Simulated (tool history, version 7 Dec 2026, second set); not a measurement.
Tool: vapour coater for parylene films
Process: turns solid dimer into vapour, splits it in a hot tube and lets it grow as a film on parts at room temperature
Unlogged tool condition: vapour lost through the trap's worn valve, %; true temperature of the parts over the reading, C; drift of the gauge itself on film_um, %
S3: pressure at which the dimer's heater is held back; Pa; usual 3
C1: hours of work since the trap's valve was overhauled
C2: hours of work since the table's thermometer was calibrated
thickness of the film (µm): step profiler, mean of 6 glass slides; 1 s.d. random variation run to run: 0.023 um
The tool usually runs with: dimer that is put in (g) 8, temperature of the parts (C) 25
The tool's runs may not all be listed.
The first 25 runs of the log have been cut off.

{"run": 26, "hour": 677.7, "dimer that is put in (g)": 8, "temperature of the parts (C)": 20, "S3": 9.02, "C1": 452, "C2": 74, "thickness of the film (µm)": 2.94}
{"run": 27, "hour": 705.6, "dimer that is put in (g)": 8, "temperature of the parts (C)": 20, "S3": 9.02, "C1": 465, "C2": 86, "thickness of the film (µm)": 2.94}
{"run": 28, "hour": 738.8, "dimer that is put in (g)": 12, "temperature of the parts (C)": 25, "S3": 3, "C1": 480, "C2": 101, "thickness of the film (µm)": 5.34}
{"hour": 751.1, "done": "trap's valve overhauled"}
{"run": 29, "hour": 761.7, "dimer that is put in (g)": 12, "temperature of the parts (C)": 25, "S3": 3, "C1": 5, "C2": 110, "thickness of the film (µm)": 5.95}
{"run": 30, "hour": 793.2, "dimer that is put in (g)": 5, "temperature of the parts (C)": 32, "S3": 4.72, "C1": 19, "C2": 124, "thickness of the film (µm)": 1.98}
{"run": 31, "hour": 829.0, "dimer that is put in (g)": 5, "temperature of the parts (C)": 32, "S3": 4.72, "C1": 35, "C2": 140, "thickness of the film (µm)": 1.94}
{"run": 32, "hour": 846.2, "dimer that is put in (g)": 8, "temperature of the parts (C)": 28, "S3": 3.37, "C1": 43, "C2": 148, "thickness of the film (µm)": 3.64}
{"run": 33, "hour": 864.6, "dimer that is put in (g)": 8, "temperature of the parts (C)": 28, "S3": 3.37, "C1": 51, "C2": 156, "thickness of the film (µm)": 3.59}
{"run": 34, "hour": 894.2, "dimer that is put in (g)": 5, "temperature of the parts (C)": 24, "S3": 3.37, "C1": 64, "C2": 170, "thickness of the film (µm)": 2.41}
{"run": 35, "hour": 910.3, "dimer that is put in (g)": 5, "temperature of the parts (C)": 24, "S3": 3.37, "C1": 72, "C2": 177, "thickness of the film (µm)": 2.45}
{"run": 36, "hour": 947.4, "dimer that is put in (g)": 7, "temperature of the parts (C)": 36, "S3": 2.72, "C1": 88, "C2": 193, "thickness of the film (µm)": 2.88}
{"run": 37, "hour": 983.3, "dimer that is put in (g)": 7, "temperature of the parts (C)": 36, "S3": 2.72, "C1": 105, "C2": 210, "thickness of the film (µm)": 2.87}
{"run": 38, "hour": 1016.0, "dimer that is put in (g)": 7, "temperature of the parts (C)": 36, "S3": 2.72, "C1": 119, "C2": 224, "thickness of the film (µm)": 2.87}
{"run": 39, "hour": 1039.4, "dimer that is put in (g)": 4, "temperature of the parts (C)": 25, "S3": 6.85, "C1": 130, "C2": 235, "thickness of the film (µm)": 1.57}
{"run": 40, "hour": 1054.6, "dimer that is put in (g)": 10, "temperature of the parts (C)": 28, "S3": 3.18, "C1": 137, "C2": 242, "thickness of the film (µm)": 4.46}
{"run": 41, "hour": 1074.9, "dimer that is put in (g)": 11, "temperature of the parts (C)": 23, "S3": 3, "C1": 146, "C2": 251, "thickness of the film (µm)": 5.46}
{"run": 42, "hour": 1108.0, "dimer that is put in (g)": 11, "temperature of the parts (C)": 23, "S3": 3, "C1": 161, "C2": 266, "thickness of the film (µm)": 5.46}
{"run": 43, "hour": 1138.6, "dimer that is put in (g)": 11, "temperature of the parts (C)": 23, "S3": 3, "C1": 175, "C2": 280, "thickness of the film (µm)": 5.39}
{"run": 44, "hour": 1168.0, "dimer that is put in (g)": 11, "temperature of the parts (C)": 26, "S3": 3, "C1": 188, "C2": 293, "thickness of the film (µm)": 5.17}
{"run": 45, "hour": 1201.2, "dimer that is put in (g)": 3, "temperature of the parts (C)": 25, "S3": 3, "C1": 203, "C2": 308, "thickness of the film (µm)": 1.43}
{"run": 46, "hour": 1226.5, "dimer that is put in (g)": 13, "temperature of the parts (C)": 24, "S3": 3, "C1": 214, "C2": 319, "thickness of the film (µm)": 6.21}
{"run": 47, "hour": 1249.5, "dimer that is put in (g)": 13, "temperature of the parts (C)": 24, "S3": 3, "C1": 225, "C2": 330, "thickness of the film (µm)": 6.22}

Alternative continuations, all from the tool just after run 47; predict every row:
{"run": "A", "hour": 1273.8, "dimer that is put in (g)": 13, "temperature of the parts (C)": 17, "S3": 6.18, "C1": 235, "C2": 341, "thickness of the film (µm)": "?"}
{"run": "B", "hour": 1273.8, "dimer that is put in (g)": 4, "temperature of the parts (C)": 18, "S3": 3, "C1": 235, "C2": 341, "thickness of the film (µm)": "?"}
{"run": "C", "hour": 1273.8, "dimer that is put in (g)": 8, "temperature of the parts (C)": 31, "S3": 3, "C1": 235, "C2": 341, "thickness of the film (µm)": "?"}
{"run": "D", "hour": 1273.8, "dimer that is put in (g)": 4, "temperature of the parts (C)": 25, "S3": 4.55, "C1": 235, "C2": 341, "thickness of the film (µm)": "?"}

run=A thickness_of_the_film_(µm)=5.84
run=B thickness_of_the_film_(µm)=2.09
run=C thickness_of_the_film_(µm)=3.39
run=D thickness_of_the_film_(µm)=1.69
With the hidden condition removed and each run's random variation left untouched, the same runs would have given:
run=A thickness_of_the_film_(µm)=6.19
run=B thickness_of_the_film_(µm)=2.22
run=C thickness_of_the_film_(µm)=3.59
run=D thickness_of_the_film_(µm)=1.8

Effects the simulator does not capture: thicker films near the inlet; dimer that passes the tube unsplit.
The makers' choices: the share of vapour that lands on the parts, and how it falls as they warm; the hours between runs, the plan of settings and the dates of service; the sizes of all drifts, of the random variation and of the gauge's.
